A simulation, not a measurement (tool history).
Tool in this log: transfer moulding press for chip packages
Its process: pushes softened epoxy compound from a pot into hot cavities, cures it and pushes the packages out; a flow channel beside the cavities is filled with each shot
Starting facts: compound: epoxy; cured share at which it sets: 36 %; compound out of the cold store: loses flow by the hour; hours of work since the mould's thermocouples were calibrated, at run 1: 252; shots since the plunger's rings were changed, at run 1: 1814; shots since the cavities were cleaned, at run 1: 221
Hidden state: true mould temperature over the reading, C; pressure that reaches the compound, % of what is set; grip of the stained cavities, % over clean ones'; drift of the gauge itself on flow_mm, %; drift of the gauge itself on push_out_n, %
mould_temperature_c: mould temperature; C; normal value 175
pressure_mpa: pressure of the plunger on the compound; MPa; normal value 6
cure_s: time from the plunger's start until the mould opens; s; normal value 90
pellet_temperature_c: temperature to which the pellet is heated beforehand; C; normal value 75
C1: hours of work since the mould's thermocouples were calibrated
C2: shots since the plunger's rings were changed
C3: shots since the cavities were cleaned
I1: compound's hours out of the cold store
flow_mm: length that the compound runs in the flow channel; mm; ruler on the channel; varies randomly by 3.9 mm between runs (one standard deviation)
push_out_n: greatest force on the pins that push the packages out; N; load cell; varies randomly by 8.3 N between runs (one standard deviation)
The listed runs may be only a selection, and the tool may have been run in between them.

{"run": 1, "hour": 0.0, "mould_temperature_c": 175, "pressure_mpa": 6, "cure_s": 90, "pellet_temperature_c": 75, "C1": 252, "C2": 1814, "C3": 221, "I1": 34.8, "flow_mm": 601, "push_out_n": 368}
{"run": 2, "hour": 14.9, "mould_temperature_c": 175, "pressure_mpa": 6, "cure_s": 90, "pellet_temperature_c": 75, "C1": 262, "C2": 2010, "C3": 417, "I1": 20.6, "flow_mm": 648, "push_out_n": 379}
{"run": 3, "hour": 23.7, "mould_temperature_c": 175, "pressure_mpa": 6, "cure_s": 90, "pellet_temperature_c": 75, "C1": 267, "C2": 2125, "C3": 532, "I1": 44.9, "flow_mm": 568, "push_out_n": 353}
{"hour": 29.3, "done": "cavities cleaned with cleaning compound and waxed"}
{"run": 4, "hour": 37.4, "mould_temperature_c": 175, "pressure_mpa": 6, "cure_s": 90, "pellet_temperature_c": 75, "C1": 275, "C2": 2285, "C3": 106, "I1": 9.9, "flow_mm": 682, "push_out_n": 390}
{"run": 5, "hour": 45.8, "mould_temperature_c": 175, "pressure_mpa": 6, "cure_s": 90, "pellet_temperature_c": 81, "C1": 281, "C2": 2396, "C3": 217, "I1": 20.1, "flow_mm": 652, "push_out_n": 381}
{"run": 6, "hour": 54.8, "mould_temperature_c": 175, "pressure_mpa": 6, "cure_s": 90, "pellet_temperature_c": 81, "C1": 287, "C2": 2514, "C3": 335, "I1": 26.3, "flow_mm": 634, "push_out_n": 356}
{"run": 7, "hour": 64.4, "mould_temperature_c": 175, "pressure_mpa": 6.22, "cure_s": 90, "pellet_temperature_c": 81, "C1": 293, "C2": 2639, "C3": 460, "I1": 18.5, "flow_mm": 675, "push_out_n": 370}
{"run": 8, "hour": 72.1, "mould_temperature_c": 175, "pressure_mpa": 6.22, "cure_s": 90, "pellet_temperature_c": 81, "C1": 298, "C2": 2740, "C3": 561, "I1": 30.2, "flow_mm": 632, "push_out_n": 381}
{"hour": 75.0, "done": "cavities cleaned with cleaning compound and waxed"}
{"run": 9, "hour": 86.5, "mould_temperature_c": 175, "pressure_mpa": 6.22, "cure_s": 90, "pellet_temperature_c": 81, "C1": 307, "C2": 2910, "C3": 151, "I1": 33.6, "flow_mm": 625, "push_out_n": 363}
{"run": 10, "hour": 95.3, "mould_temperature_c": 175, "pressure_mpa": 6.22, "cure_s": 90, "pellet_temperature_c": 81, "C1": 313, "C2": 3024, "C3": 265, "I1": 37.5, "flow_mm": 612, "push_out_n": 356}
{"run": 11, "hour": 108.2, "mould_temperature_c": 175, "pressure_mpa": 6.22, "cure_s": 90, "pellet_temperature_c": 81, "C1": 321, "C2": 3195, "C3": 436, "I1": 35.2, "flow_mm": 611, "push_out_n": 358}
{"hour": 121.8, "done": "cavities cleaned with cleaning compound and waxed"}
{"run": 12, "hour": 122.1, "mould_temperature_c": 175, "pressure_mpa": 6, "cure_s": 90, "pellet_temperature_c": 70, "C1": 330, "C2": 3357, "C3": 4, "I1": 17.1, "flow_mm": 667, "push_out_n": 386}
{"run": 13, "hour": 131.1, "mould_temperature_c": 175, "pressure_mpa": 6, "cure_s": 90, "pellet_temperature_c": 70, "C1": 336, "C2": 3475, "C3": 122, "I1": 14.8, "flow_mm": 668, "push_out_n": 403}
{"run": 14, "hour": 142.3, "mould_temperature_c": 175, "pressure_mpa": 6, "cure_s": 90, "pellet_temperature_c": 70, "C1": 343, "C2": 3622, "C3": 269, "I1": 25.6, "flow_mm": 632, "push_out_n": 375}
{"run": 15, "hour": 156.2, "mould_temperature_c": 175, "pressure_mpa": 6, "cure_s": 90, "pellet_temperature_c": 70, "C1": 352, "C2": 3804, "C3": 451, "I1": 28.2, "flow_mm": 621, "push_out_n": 375}
{"hour": 167.7, "done": "cavities cleaned with cleaning compound and waxed"}
{"run": 16, "hour": 171.3, "mould_temperature_c": 179, "pressure_mpa": 6.45, "cure_s": 97, "pellet_temperature_c": 80, "C1": 361, "C2": 3983, "C3": 47, "I1": 23.6, "flow_mm": 642, "push_out_n": 275}
{"run": 17, "hour": 180.9, "mould_temperature_c": 179, "pressure_mpa": 6.45, "cure_s": 97, "pellet_temperature_c": 80, "C1": 368, "C2": 4108, "C3": 172, "I1": 28.7, "flow_mm": 629, "push_out_n": 280}
{"run": 18, "hour": 195.5, "mould_temperature_c": 179, "pressure_mpa": 6.45, "cure_s": 97, "pellet_temperature_c": 80, "C1": 377, "C2": 4300, "C3": 364, "I1": 37.8, "flow_mm": 600, "push_out_n": 263}
{"run": 19, "hour": 209.8, "mould_temperature_c": 179, "pressure_mpa": 6.45, "cure_s": 97, "pellet_temperature_c": 80, "C1": 387, "C2": 4487, "C3": 551, "I1": 28.1, "flow_mm": 644, "push_out_n": 271}
{"hour": 214.4, "done": "cavities cleaned with cleaning compound and waxed"}
{"run": 20, "hour": 218.2, "mould_temperature_c": 172, "pressure_mpa": 6.45, "cure_s": 87, "pellet_temperature_c": 71, "C1": 391, "C2": 4578, "C3": 50, "I1": 26.3, "flow_mm": 662, "push_out_n": 533}
{"hour": 223.4, "done": "plunger's sealing rings changed"}
{"run": 21, "hour": 231.6, "mould_temperature_c": 178, "pressure_mpa": 5.55, "cure_s": 73, "pellet_temperature_c": 71, "C1": 399, "C2": 108, "C3": 194, "I1": 28.5, "flow_mm": 589, "push_out_n": 489}
{"run": 22, "hour": 238.4, "mould_temperature_c": 178, "pressure_mpa": 7.28, "cure_s": 109, "pellet_temperature_c": 72, "C1": 403, "C2": 196, "C3": 282, "I1": 12, "flow_mm": 737, "push_out_n": 252}
{"run": 23, "hour": 253.3, "mould_temperature_c": 175, "pressure_mpa": 6.1, "cure_s": 90, "pellet_temperature_c": 75, "C1": 413, "C2": 392, "C3": 478, "I1": 47.3, "flow_mm": 573, "push_out_n": 354}
{"hour": 262.6, "done": "cavities cleaned with cleaning compound and waxed"}
{"run": 24, "hour": 269.1, "mould_temperature_c": 175, "pressure_mpa": 6.1, "cure_s": 90, "pellet_temperature_c": 75, "C1": 422, "C2": 580, "C3": 85, "I1": 10.2, "flow_mm": 687, "push_out_n": 409}
{"run": 25, "hour": 283.6, "mould_temperature_c": 175, "pressure_mpa": 6.1, "cure_s": 90, "pellet_temperature_c": 75, "C1": 432, "C2": 769, "C3": 274, "I1": 10.7, "flow_mm": 693, "push_out_n": 395}
{"run": 26, "hour": 296.7, "mould_temperature_c": 175, "pressure_mpa": 6.1, "cure_s": 90, "pellet_temperature_c": 75, "C1": 441, "C2": 942, "C3": 447, "I1": 41.2, "flow_mm": 584, "push_out_n": 355}
{"hour": 308.9, "done": "cavities cleaned with cleaning compound and waxed"}
{"run": 27, "hour": 313.1, "mould_temperature_c": 181, "pressure_mpa": 6.1, "cure_s": 120, "pellet_temperature_c": 79, "C1": 451, "C2": 1137, "C3": 55, "I1": 34.2, "flow_mm": 598, "push_out_n": 240}
{"run": 28, "hour": 321.2, "mould_temperature_c": 181, "pressure_mpa": 6.1, "cure_s": 120, "pellet_temperature_c": 79, "C1": 456, "C2": 1243, "C3": 161, "I1": 31.7, "flow_mm": 606, "push_out_n": 242}

Each row is a separate what-if for the run after 28, all from the same tool condition, not one after another. Results?
{"run": "A", "hour": 327.4, "mould_temperature_c": 172, "pressure_mpa": 6, "cure_s": 90, "pellet_temperature_c": 83, "C1": 460, "C2": 1325, "C3": 243, "I1": 23.6, "flow_mm": "?", "push_out_n": "?"}
{"run": "B", "hour": 327.4, "mould_temperature_c": 181, "pressure_mpa": 5.89, "cure_s": 110, "pellet_temperature_c": 81, "C1": 460, "C2": 1325, "C3": 243, "I1": 20.1, "flow_mm": "?", "push_out_n": "?"}
{"run": "C", "hour": 327.4, "mould_temperature_c": 175, "pressure_mpa": 6, "cure_s": 129, "pellet_temperature_c": 75, "C1": 460, "C2": 1325, "C3": 243, "I1": 19.7, "flow_mm": "?", "push_out_n": "?"}
{"run": "D", "hour": 327.4, "mould_temperature_c": 170, "pressure_mpa": 6.1, "cure_s": 86, "pellet_temperature_c": 79, "C1": 460, "C2": 1325, "C3": 243, "I1": 32.1, "flow_mm": "?", "push_out_n": "?"}

run=A flow_mm=650 push_out_n=463
run=B flow_mm=629 push_out_n=244
run=C flow_mm=651 push_out_n=254
run=D flow_mm=623 push_out_n=619
Stripped of hidden state, with their random variation kept, the same runs would have yielded:
run=A flow_mm=651 push_out_n=460
run=B flow_mm=629 push_out_n=243
run=C flow_mm=651 push_out_n=253
run=D flow_mm=623 push_out_n=616
